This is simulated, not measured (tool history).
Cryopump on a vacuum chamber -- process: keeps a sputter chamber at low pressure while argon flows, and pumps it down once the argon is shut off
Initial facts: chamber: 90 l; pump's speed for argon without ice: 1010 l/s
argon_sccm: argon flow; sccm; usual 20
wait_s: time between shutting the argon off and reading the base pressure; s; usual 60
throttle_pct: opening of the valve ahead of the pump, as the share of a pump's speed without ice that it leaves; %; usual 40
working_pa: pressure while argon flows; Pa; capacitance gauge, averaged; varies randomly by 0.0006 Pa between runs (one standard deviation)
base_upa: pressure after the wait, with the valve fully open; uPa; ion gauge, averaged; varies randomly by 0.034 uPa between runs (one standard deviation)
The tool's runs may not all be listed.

run   hour  argon_sccm  wait_s  throttle_pct  working_pa  base_upa
  1      0          20      60            40      0.0921      3.53
  2   18.4          20      60            40      0.0917       3.5
  3   34.6          20      60            40      0.0923      3.57
  4   53.6          20      60            40      0.0913       3.6
  5   65.4          20      39            40      0.0926      4.44
  6     86          20      39            40      0.0917      4.48
  7     99          20      60            40      0.0932      3.69
  8  116.3          20      42            40      0.0927       4.3
  9    132          20      42            30      0.1225      4.28
 10  151.6          20      60            40      0.0931      3.68
 11  162.8          37     236            38      0.1817      2.55
 12  174.3          23      45            17      0.2376      4.32
 13  192.8          20      49            47      0.0813      4.14
 14  208.1          19      60            28      0.1244      3.81
 15  226.4          20     198            39      0.0964      2.82
 16  242.5          20     219            19      0.1855      2.74
 17  264.1          34     162            53       0.127       2.9
 18  278.8          32     162            37      0.1638      2.99
 19  292.3          32      34            37      0.1649      5.17

Below are 4 alternative next runs, each starting from the tool's condition after run 19. Predict each:
  A  306.1          20      60            22           ?         ?
  B  306.1          16     252            25           ?         ?
  C  306.1          39     128            37           ?         ?
  D  306.1          22      68            27           ?         ?

run  working_pa  base_upa
  A      0.1642      3.96
  B      0.1165      2.74
  C       0.201      3.09
  D      0.1497      3.65
Stripped of hidden state, with their random variation kept, the same runs would have yielded:
run  working_pa  base_upa
  A      0.1516      1.83
  B      0.1064      0.63
  C      0.1764         1
  D      0.1358      1.59
